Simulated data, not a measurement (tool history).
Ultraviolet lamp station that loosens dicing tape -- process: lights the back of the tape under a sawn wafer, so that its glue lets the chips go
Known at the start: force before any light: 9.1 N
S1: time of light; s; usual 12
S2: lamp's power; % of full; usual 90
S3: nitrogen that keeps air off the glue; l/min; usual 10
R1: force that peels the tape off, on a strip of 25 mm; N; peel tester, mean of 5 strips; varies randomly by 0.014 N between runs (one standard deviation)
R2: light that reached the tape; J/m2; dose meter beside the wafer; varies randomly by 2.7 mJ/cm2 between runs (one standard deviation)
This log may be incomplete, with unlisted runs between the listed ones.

run   hour  S1  S2  S3     R1    R2
  1      0  12  90  10  0.686  3720
  2   38.5  12  90  10  0.689  3750
  3  116.7  12  90  10   0.68  3710
  4    190  12  90  10   0.68  3690
  5  246.6  12  90  10  0.685  3690
     268.7  -- window cleaned of glue's vapour
  6  313.5  12  90  10  0.633  3710
  7  389.2  12  90  10  0.668  3700
  8  458.2  12  80   3   2.08  3280
  9  504.7  12  80   3  2.094  3340
 10  556.6  12  68   7  1.613  2810
 11  590.1   7  96   9  1.876  2330
 12    639  16  77   5  0.965  4270
 13  681.8  17  82   5  0.717  4800
 14  721.9  20  64  15  0.316  4370

5 options for the next run, each taken on its own from the tool as it stands now. Forecast them:
  A  764.8  14  79   9   ?   ?
  B  764.8  12  78   3   ?   ?
  C  764.8  20  82  10   ?   ?
  D  764.8  12  90   5   ?   ?
  E  764.8  15  63  10   ?   ?

run     R1    R2
  A  0.697  3820
  B  2.118  3260
  C  0.237  5600
  D  1.239  3770
  E  0.908  3270
Had the tool no hidden state, the same runs would have come out as:
run     R1    R2
  A  0.694  3820
  B  2.113  3270
  C  0.236  5610
  D  1.235  3770
  E  0.905  3280
